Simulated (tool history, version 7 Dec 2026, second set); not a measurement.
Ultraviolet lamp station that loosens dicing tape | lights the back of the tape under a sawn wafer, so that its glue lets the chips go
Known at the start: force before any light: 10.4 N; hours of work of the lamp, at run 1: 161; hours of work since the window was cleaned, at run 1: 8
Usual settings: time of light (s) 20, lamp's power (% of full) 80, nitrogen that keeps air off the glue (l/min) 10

run	hour	time of light (s)	lamp's power (% of full)	nitrogen that keeps air off the glue (l/min)	hours of work of the lamp	hours of work since the window was cleaned	force that peels the tape off (N)	light that reached the tape (J/m2)
1	0	20	80	10	161	8	0.841	4210
2	26.6	20	80	10	173	20	0.844	4150
3	41.6	20	80	10	180	27	0.866	4170
4	69.9	20	80	10	193	39	0.907	4110
5	92.4	20	80	10	203	50	0.885	4080
6	123.3	20	80	10	217	64	0.905	4070
7	153.4	13	80	10	231	78	1.979	2590
8	180.2	20	99	10	243	90	0.6	5010
9	211.2	20	99	10	257	104	0.598	4900
10	226.6	26	99	10	264	111	0.364	6330
11	251.4	15	80	10	276	122	1.627	2960
12	279.5	20	94	10	289	135	0.702	4590
13	301.7	20	94	10	299	145	0.692	4620
14	333	20	80	10	313	159	0.961	3860
15	347.4	20	80	3	320	166	2.287	3870
16	368.4	20	80	10	329	176	0.991	3840
17	400.4	20	80	10	344	190	0.999	3800
18	431.1	20	80	10	358	204	1.005	3790
19	444.8	20	80	10	364	210	1.083	3760
20	461.8	20	80	10	372	218	1.036	3750
21	488.4	20	80	10	384	230	1.021	3790
22	514	12	67	14	395	242	2.77	1840
23	534.4	23	80	10	405	251	0.817	4240
24	560	23	80	10	416	263	0.799	4250
25	585.5	26	80	4	428	275	1.332	4740
26	609.4	33	80	4	439	286	0.871	6030
27	639.5	20	80	6	453	299	1.601	3590
28	660.9	20	80	6	462	309	1.612	3590
29	689.7	33	85	10	476	322	0.378	6270
30	714.1	16	89	14	487	333	1.165	3150
31	735.5	20	64	18	497	343	1.265	2800
32	767.3	16	97	10	511	358	1.239	3390
33	781.7	20	76	5	518	364	2.075	3330
34	801.5	11	73	5	527	373	4.393	1790
35	828.3	11	73	5	539	385	4.392	1780
36	848.2	11	73	5	548	394	4.565	1730
37	878.6	24	62	17	562	408	1.1	3170
38	893	24	62	17	568	415	1.063	3130
39	906.1	20	80	17	574	421	0.926	3420

Hidden state or all else? Some run-to-run changes of force that peels the tape off (N), split into what the settings, what came in and random variation would give without the hidden state, and what is left for the hidden state (with any gauge scatter that isn't in both results):
The hidden state here: lamp's light, % of a new lamp's; light that the window lets through, % of a clean one's; drift of the gauge itself on peel_n, %; drift of the gauge itself on dose_mj_cm2, %.
Run 22 -> 23: time of light (s) 12 -> 23, lamp's power (% of full) 67 -> 80, nitrogen that keeps air off the glue (l/min) 14 -> 10. force that peels the tape off (N) -1.953: hidden state -0.312, all else -1.641.
Run 28 -> 29: time of light (s) 20 -> 33, lamp's power (% of full) 80 -> 85, nitrogen that keeps air off the glue (l/min) 6 -> 10. force that peels the tape off (N) -1.234: hidden state -0.391, all else -0.843.
Run 33 -> 34: time of light (s) 20 -> 11, lamp's power (% of full) 76 -> 73. force that peels the tape off (N) +2.318: hidden state +0.209, all else +2.109.
Run 36 -> 37: time of light (s) 11 -> 24, lamp's power (% of full) 73 -> 62, nitrogen that keeps air off the glue (l/min) 5 -> 17. force that peels the tape off (N) -3.465: hidden state -0.482, all else -2.983.
